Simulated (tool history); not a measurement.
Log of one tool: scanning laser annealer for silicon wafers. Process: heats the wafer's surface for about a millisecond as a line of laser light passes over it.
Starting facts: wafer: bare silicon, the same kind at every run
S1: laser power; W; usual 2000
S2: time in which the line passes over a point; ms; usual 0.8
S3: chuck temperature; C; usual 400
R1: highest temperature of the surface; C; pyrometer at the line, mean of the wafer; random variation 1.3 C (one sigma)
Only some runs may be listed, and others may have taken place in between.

run 1 hour=0 | S1=2000 S2=0.8 S3=400 | R1=1165
run 2 hour=22.8 | S1=2000 S2=0.8 S3=400 | R1=1162
run 3 hour=47.3 | S1=2000 S2=0.951 S3=400 | R1=1220
run 4 hour=92 | S1=2000 S2=0.8 S3=400 | R1=1160
run 5 hour=112.3 | S1=2000 S2=0.724 S3=400 | R1=1124
run 6 hour=160.7 | S1=2000 S2=0.724 S3=400 | R1=1122
run 7 hour=192.2 | S1=2000 S2=0.724 S3=400 | R1=1126
run 8 hour=231.4 | S1=2000 S2=0.724 S3=400 | R1=1124
run 9 hour=251.8 | S1=2000 S2=0.724 S3=400 | R1=1122
run 10 hour=288.1 | S1=2000 S2=0.724 S3=400 | R1=1122
run 11 hour=323 | S1=2000 S2=0.8 S3=400 | R1=1152
run 12 hour=355.4 | S1=2000 S2=0.8 S3=400 | R1=1154
run 13 hour=375.5 | S1=2000 S2=0.663 S3=400 | R1=1093
run 14 hour=423.5 | S1=2000 S2=0.663 S3=400 | R1=1089
run 15 hour=452.1 | S1=2000 S2=0.663 S3=400 | R1=1090
run 16 hour=488.6 | S1=2000 S2=0.8 S3=374 | R1=1123
run 17 hour=515.7 | S1=2000 S2=0.8 S3=400 | R1=1147
run 18 hour=562.5 | S1=2000 S2=0.8 S3=400 | R1=1146
run 19 hour=609.9 | S1=2000 S2=0.8 S3=400 | R1=1141
run 20 hour=632.1 | S1=2000 S2=0.8 S3=439 | R1=1183
run 21 hour=679.6 | S1=2000 S2=0.8 S3=439 | R1=1181
run 22 hour=715 | S1=1856 S2=0.8 S3=370 | R1=1046
run 23 hour=741.2 | S1=1759 S2=0.625 S3=395 | R1=957
run 24 hour=783.9 | S1=1759 S2=0.625 S3=395 | R1=958
run 25 hour=812.5 | S1=1803 S2=0.739 S3=429 | R1=1052
run 26 hour=844.2 | S1=1980 S2=0.8 S3=400 | R1=1130
-- hour=867.7 window over the wafer cleaned
run 27 hour=883.9 | S1=1980 S2=0.8 S3=400 | R1=1148
run 28 hour=921.8 | S1=1710 S2=0.707 S3=433 | R1=1018
-- hour=939.5 optics aligned, line set to its width
run 29 hour=956.8 | S1=1991 S2=0.649 S3=400 | R1=1102
run 30 hour=984.1 | S1=2027 S2=0.861 S3=400 | R1=1213
run 31 hour=1004.1 | S1=2027 S2=0.861 S3=400 | R1=1216
run 32 hour=1040 | S1=2060 S2=0.714 S3=369 | R1=1132
run 33 hour=1075.4 | S1=2086 S2=0.714 S3=369 | R1=1145
run 34 hour=1096.6 | S1=2187 S2=0.722 S3=408 | R1=1235
run 35 hour=1120.5 | S1=2187 S2=0.722 S3=408 | R1=1236
run 36 hour=1143.7 | S1=2107 S2=0.619 S3=367 | R1=1100
run 37 hour=1167 | S1=2107 S2=0.619 S3=367 | R1=1101
run 38 hour=1211.2 | S1=1791 S2=0.752 S3=404 | R1=1052
run 39 hour=1233.1 | S1=1750 S2=0.685 S3=369 | R1=972
run 40 hour=1269.4 | S1=1975 S2=0.8 S3=363 | R1=1118
run 41 hour=1309.4 | S1=2172 S2=0.665 S3=400 | R1=1186
run 42 hour=1329.2 | S1=2042 S2=0.8 S3=399 | R1=1186

Predict each of these 3 candidate next runs independently; none follows another, all start after run 42:
run A hour=1372.8 | S1=2000 S2=0.759 S3=400 | R1=?
run B hour=1372.8 | S1=2059 S2=0.648 S3=399 | R1=?
run C hour=1372.8 | S1=2000 S2=0.719 S3=400 | R1=?

run=A R1=1145
run=B R1=1121
run=C R1=1128
With the hidden condition removed and each run's random variation left untouched, the same runs would have given:
run=A R1=1143
run=B R1=1119
run=C R1=1126
